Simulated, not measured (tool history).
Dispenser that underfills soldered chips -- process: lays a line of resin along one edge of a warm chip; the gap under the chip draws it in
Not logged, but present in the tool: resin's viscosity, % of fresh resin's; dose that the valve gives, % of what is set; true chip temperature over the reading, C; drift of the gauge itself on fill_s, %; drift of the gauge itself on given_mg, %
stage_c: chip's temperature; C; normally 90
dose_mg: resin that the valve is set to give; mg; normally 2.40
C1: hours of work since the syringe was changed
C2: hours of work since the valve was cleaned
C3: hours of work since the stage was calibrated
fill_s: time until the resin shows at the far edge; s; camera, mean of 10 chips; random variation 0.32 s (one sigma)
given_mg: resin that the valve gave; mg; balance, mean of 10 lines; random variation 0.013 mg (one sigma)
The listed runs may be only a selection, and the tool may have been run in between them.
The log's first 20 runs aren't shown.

{"run": 21, "hour": 75.1, "stage_c": 99, "dose_mg": 2.38, "C1": 5, "C2": 28, "C3": 179, "fill_s": 9.6, "given_mg": 2.35}
{"run": 22, "hour": 80.4, "stage_c": 99, "dose_mg": 2.38, "C1": 8, "C2": 31, "C3": 182, "fill_s": 11.2, "given_mg": 2.36}
{"hour": 84.7, "done": "new syringe of resin"}
{"run": 23, "hour": 84.7, "stage_c": 89, "dose_mg": 2.4, "C1": 0, "C2": 34, "C3": 185, "fill_s": 9.7, "given_mg": 2.35}
{"run": 24, "hour": 87.4, "stage_c": 93, "dose_mg": 2.29, "C1": 2, "C2": 36, "C3": 187, "fill_s": 10.3, "given_mg": 2.26}
{"run": 25, "hour": 93.3, "stage_c": 104, "dose_mg": 2.39, "C1": 5, "C2": 39, "C3": 190, "fill_s": 8.0, "given_mg": 2.34}
{"run": 26, "hour": 96.1, "stage_c": 104, "dose_mg": 2.39, "C1": 7, "C2": 41, "C3": 192, "fill_s": 8.9, "given_mg": 2.34}
{"run": 27, "hour": 100.2, "stage_c": 104, "dose_mg": 2.16, "C1": 10, "C2": 44, "C3": 195, "fill_s": 11.2, "given_mg": 2.12}
{"hour": 101.7, "done": "new syringe of resin"}
{"run": 28, "hour": 105.8, "stage_c": 93, "dose_mg": 2.8, "C1": 3, "C2": 47, "C3": 198, "fill_s": 10.2, "given_mg": 2.7}
{"run": 29, "hour": 109.7, "stage_c": 93, "dose_mg": 2.8, "C1": 5, "C2": 49, "C3": 201, "fill_s": 11.4, "given_mg": 2.74}
{"run": 30, "hour": 113.7, "stage_c": 83, "dose_mg": 2.82, "C1": 8, "C2": 52, "C3": 203, "fill_s": 19.7, "given_mg": 2.75}
{"run": 31, "hour": 117.3, "stage_c": 81, "dose_mg": 2.03, "C1": 10, "C2": 54, "C3": 205, "fill_s": 25.6, "given_mg": 1.99}
{"hour": 118.9, "done": "new syringe of resin"}
{"run": 32, "hour": 120.1, "stage_c": 81, "dose_mg": 2.03, "C1": 1, "C2": 56, "C3": 207, "fill_s": 14.8, "given_mg": 1.94}
{"run": 33, "hour": 122.6, "stage_c": 100, "dose_mg": 3.03, "C1": 2, "C2": 57, "C3": 209, "fill_s": 7.4, "given_mg": 2.94}
{"run": 34, "hour": 127.2, "stage_c": 90, "dose_mg": 2.43, "C1": 5, "C2": 60, "C3": 211, "fill_s": 13.9, "given_mg": 2.36}
{"run": 35, "hour": 131.9, "stage_c": 91, "dose_mg": 2.4, "C1": 8, "C2": 63, "C3": 214, "fill_s": 16.0, "given_mg": 2.32}
{"run": 36, "hour": 134.9, "stage_c": 91, "dose_mg": 2.4, "C1": 10, "C2": 65, "C3": 216, "fill_s": 17.6, "given_mg": 2.31}
{"hour": 136.3, "done": "new syringe of resin"}
{"run": 37, "hour": 141.1, "stage_c": 91, "dose_mg": 2.4, "C1": 3, "C2": 69, "C3": 220, "fill_s": 10.8, "given_mg": 2.3}

Alternative continuations, all from the tool just after run 37; predict every row:
{"run": "A", "hour": 144.7, "stage_c": 78, "dose_mg": 2.98, "C1": 5, "C2": 71, "C3": 222, "fill_s": "?", "given_mg": "?"}
{"run": "B", "hour": 144.7, "stage_c": 76, "dose_mg": 2.69, "C1": 5, "C2": 71, "C3": 222, "fill_s": "?", "given_mg": "?"}
{"run": "C", "hour": 144.7, "stage_c": 102, "dose_mg": 2.4, "C1": 5, "C2": 71, "C3": 222, "fill_s": "?", "given_mg": "?"}
{"run": "D", "hour": 144.7, "stage_c": 79, "dose_mg": 2.87, "C1": 5, "C2": 71, "C3": 222, "fill_s": "?", "given_mg": "?"}

run=A fill_s=20.9 given_mg=2.86
run=B fill_s=22.8 given_mg=2.58
run=C fill_s=8.7 given_mg=2.31
run=D fill_s=19.8 given_mg=2.76
Take away the tool's hidden state, keep each run's random variation, and the runs would have read:
run=A fill_s=16.0 given_mg=2.98
run=B fill_s=17.5 given_mg=2.69
run=C fill_s=6.6 given_mg=2.41
run=D fill_s=15.1 given_mg=2.88
